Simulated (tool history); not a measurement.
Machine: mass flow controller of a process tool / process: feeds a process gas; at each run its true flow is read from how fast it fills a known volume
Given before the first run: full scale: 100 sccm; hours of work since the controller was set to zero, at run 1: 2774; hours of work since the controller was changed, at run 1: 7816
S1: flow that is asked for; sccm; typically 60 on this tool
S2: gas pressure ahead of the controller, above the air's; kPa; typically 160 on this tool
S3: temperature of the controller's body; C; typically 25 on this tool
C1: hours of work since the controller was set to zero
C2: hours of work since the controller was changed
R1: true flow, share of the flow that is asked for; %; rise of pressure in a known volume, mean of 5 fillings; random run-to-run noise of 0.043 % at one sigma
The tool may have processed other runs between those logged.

{"run": 1, "hour": 0.0, "S1": 60, "S2": 160, "S3": 25, "C1": 2774, "C2": 7816, "R1": 99.01}
{"run": 2, "hour": 188.1, "S1": 60, "S2": 206, "S3": 25, "C1": 2910, "C2": 7952, "R1": 98.62}
{"run": 3, "hour": 570.9, "S1": 60, "S2": 166, "S3": 25, "C1": 3187, "C2": 8230, "R1": 98.83}
{"run": 4, "hour": 951.8, "S1": 60, "S2": 166, "S3": 25, "C1": 3463, "C2": 8505, "R1": 98.75}
{"run": 5, "hour": 1247.1, "S1": 60, "S2": 166, "S3": 25, "C1": 3677, "C2": 8719, "R1": 98.78}
{"run": 6, "hour": 1531.5, "S1": 60, "S2": 166, "S3": 25, "C1": 3883, "C2": 8925, "R1": 98.76}
{"run": 7, "hour": 1892.0, "S1": 60, "S2": 166, "S3": 25, "C1": 4144, "C2": 9186, "R1": 98.7}
{"run": 8, "hour": 2146.7, "S1": 60, "S2": 166, "S3": 25, "C1": 4328, "C2": 9371, "R1": 98.63}
{"run": 9, "hour": 2459.1, "S1": 60, "S2": 160, "S3": 25, "C1": 4554, "C2": 9597, "R1": 98.61}
{"hour": 2559.9, "done": "controller exchanged for a calibrated one"}
{"run": 10, "hour": 2833.5, "S1": 60, "S2": 174, "S3": 25, "C1": 198, "C2": 198, "R1": 98.84}
{"run": 11, "hour": 3181.0, "S1": 60, "S2": 174, "S3": 25, "C1": 450, "C2": 450, "R1": 98.76}
{"run": 12, "hour": 3373.4, "S1": 36, "S2": 160, "S3": 25, "C1": 589, "C2": 589, "R1": 97.9}
{"run": 13, "hour": 3571.8, "S1": 38, "S2": 160, "S3": 25, "C1": 733, "C2": 733, "R1": 97.88}
{"run": 14, "hour": 3836.6, "S1": 60, "S2": 160, "S3": 25, "C1": 925, "C2": 925, "R1": 98.84}
{"run": 15, "hour": 4022.4, "S1": 60, "S2": 192, "S3": 25, "C1": 1059, "C2": 1059, "R1": 98.6}
{"run": 16, "hour": 4411.5, "S1": 60, "S2": 192, "S3": 25, "C1": 1341, "C2": 1341, "R1": 98.48}
{"run": 17, "hour": 4777.0, "S1": 60, "S2": 192, "S3": 25, "C1": 1606, "C2": 1606, "R1": 98.37}
{"run": 18, "hour": 5141.4, "S1": 60, "S2": 192, "S3": 25, "C1": 1870, "C2": 1870, "R1": 98.38}
{"run": 19, "hour": 5333.9, "S1": 60, "S2": 192, "S3": 25, "C1": 2009, "C2": 2009, "R1": 98.35}
{"run": 20, "hour": 5608.3, "S1": 60, "S2": 192, "S3": 25, "C1": 2208, "C2": 2208, "R1": 98.28}
{"run": 21, "hour": 5885.0, "S1": 60, "S2": 160, "S3": 25, "C1": 2408, "C2": 2408, "R1": 98.52}
{"run": 22, "hour": 6268.3, "S1": 60, "S2": 194, "S3": 25, "C1": 2686, "C2": 2686, "R1": 98.24}
{"run": 23, "hour": 6471.6, "S1": 60, "S2": 160, "S3": 25, "C1": 2833, "C2": 2833, "R1": 98.44}
{"run": 24, "hour": 6745.8, "S1": 60, "S2": 160, "S3": 25, "C1": 3032, "C2": 3032, "R1": 98.37}
{"run": 25, "hour": 7063.0, "S1": 48, "S2": 160, "S3": 36, "C1": 3261, "C2": 3261, "R1": 97.51}
{"run": 26, "hour": 7274.6, "S1": 29, "S2": 160, "S3": 28, "C1": 3415, "C2": 3415, "R1": 96.12}
{"run": 27, "hour": 7630.1, "S1": 12, "S2": 175, "S3": 35, "C1": 3672, "C2": 3672, "R1": 91.68}
{"run": 28, "hour": 7977.2, "S1": 12, "S2": 175, "S3": 35, "C1": 3923, "C2": 3923, "R1": 91.36}
{"run": 29, "hour": 8263.5, "S1": 38, "S2": 244, "S3": 25, "C1": 4131, "C2": 4131, "R1": 96.13}
{"run": 30, "hour": 8457.6, "S1": 60, "S2": 160, "S3": 23, "C1": 4271, "C2": 4271, "R1": 98.21}
{"run": 31, "hour": 8804.1, "S1": 14, "S2": 266, "S3": 35, "C1": 4522, "C2": 4522, "R1": 90.88}
{"run": 32, "hour": 9062.6, "S1": 29, "S2": 190, "S3": 31, "C1": 4709, "C2": 4709, "R1": 95.14}
{"hour": 9200.3, "done": "controller's zero set anew"}
{"run": 33, "hour": 9415.1, "S1": 29, "S2": 211, "S3": 27, "C1": 156, "C2": 4964, "R1": 97.79}
{"run": 34, "hour": 9799.4, "S1": 46, "S2": 234, "S3": 30, "C1": 434, "C2": 5243, "R1": 98.12}
{"run": 35, "hour": 10061.2, "S1": 32, "S2": 206, "S3": 30, "C1": 623, "C2": 5432, "R1": 97.63}
{"run": 36, "hour": 10324.1, "S1": 19, "S2": 160, "S3": 30, "C1": 814, "C2": 5623, "R1": 97.02}
{"run": 37, "hour": 10565.1, "S1": 19, "S2": 159, "S3": 28, "C1": 988, "C2": 5797, "R1": 96.88}
{"run": 38, "hour": 10821.6, "S1": 96, "S2": 215, "S3": 27, "C1": 1174, "C2": 5983, "R1": 100.2}
{"run": 39, "hour": 11117.8, "S1": 96, "S2": 215, "S3": 27, "C1": 1389, "C2": 6198, "R1": 100.2}
{"run": 40, "hour": 11450.0, "S1": 96, "S2": 160, "S3": 21, "C1": 1629, "C2": 6438, "R1": 100.79}
{"run": 41, "hour": 11861.2, "S1": 60, "S2": 191, "S3": 26, "C1": 1927, "C2": 6736, "R1": 98.82}
{"run": 42, "hour": 12248.2, "S1": 95, "S2": 155, "S3": 27, "C1": 2207, "C2": 7016, "R1": 100.52}
{"run": 43, "hour": 12518.9, "S1": 90, "S2": 160, "S3": 26, "C1": 2403, "C2": 7212, "R1": 100.33}
{"run": 44, "hour": 12924.6, "S1": 60, "S2": 189, "S3": 27, "C1": 2697, "C2": 7506, "R1": 98.66}
{"run": 45, "hour": 13253.8, "S1": 60, "S2": 189, "S3": 27, "C1": 2936, "C2": 7744, "R1": 98.73}
{"run": 46, "hour": 13574.0, "S1": 60, "S2": 189, "S3": 27, "C1": 3168, "C2": 7976, "R1": 98.66}
{"run": 47, "hour": 13933.1, "S1": 79, "S2": 166, "S3": 22, "C1": 3428, "C2": 8236, "R1": 99.86}
{"run": 48, "hour": 14245.8, "S1": 13, "S2": 254, "S3": 25, "C1": 3654, "C2": 8463, "R1": 92.25}

What differs in the tool's unlogged condition from the final listed run ahead of each entry between runs to the first listed run following it?
From run 9 to run 10: controller exchanged for a calibrated one (hour 2559.9)
  flow at rest that the sensor doesn't see, % of full scale: -0.832 -> -0.078; true flow over the shown one, %: 1.08 -> 0.11
  the result without the hidden state subtracted from the measured one, R1: -0.31 -> -0.02 %
From run 32 to run 33: controller's zero set anew (hour 9200.3)
  flow at rest that the sensor doesn't see, % of full scale: -0.87 -> -0.098; true flow over the shown one, %: 0.61 -> 0.64
  the result without the hidden state subtracted from the measured one, R1: -2.38 -> +0.30 %
